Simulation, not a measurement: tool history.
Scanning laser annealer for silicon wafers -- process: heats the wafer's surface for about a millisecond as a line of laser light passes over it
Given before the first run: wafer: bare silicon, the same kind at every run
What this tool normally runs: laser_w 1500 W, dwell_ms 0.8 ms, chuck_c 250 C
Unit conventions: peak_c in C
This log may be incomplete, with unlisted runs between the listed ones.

run,hour,laser_w,dwell_ms,chuck_c,peak_c
1,0,1500,0.8,250,1022
2,45,1500,0.8,250,1018
3,137,1382,0.8,250,953
4,221.8,1500,0.8,250,1008
5,263.5,1500,0.8,250,1006
6,344.8,1500,0.8,261,1014
# hour 378.3: window over the wafer cleaned
7,410.7,1500,0.8,273,1049
8,511.2,1500,0.918,250,1081
9,568.6,1500,0.918,250,1077
# hour 608.9: optics aligned, line set to its width
10,675.1,1500,0.8,250,1028
11,745.9,1500,0.8,250,1026
12,817.9,1367,0.725,221,895
13,883.5,1307,0.834,250,938
# hour 894.8: laser's power meter calibrated
14,988.8,1500,0.617,250,916
15,1050.6,1614,0.835,283,1111
# hour 1094.5: laser's power meter calibrated, once more
16,1107.9,1430,0.864,232,990

For run 17, what comes out?
# hour 1165.2: window over the wafer cleaned
17,1182.1,1430,0.864,232,?

peak_c: 1018 C
With the hidden condition absent and the run-to-run variation left alone, this run would have shown peak_c 1027 C.
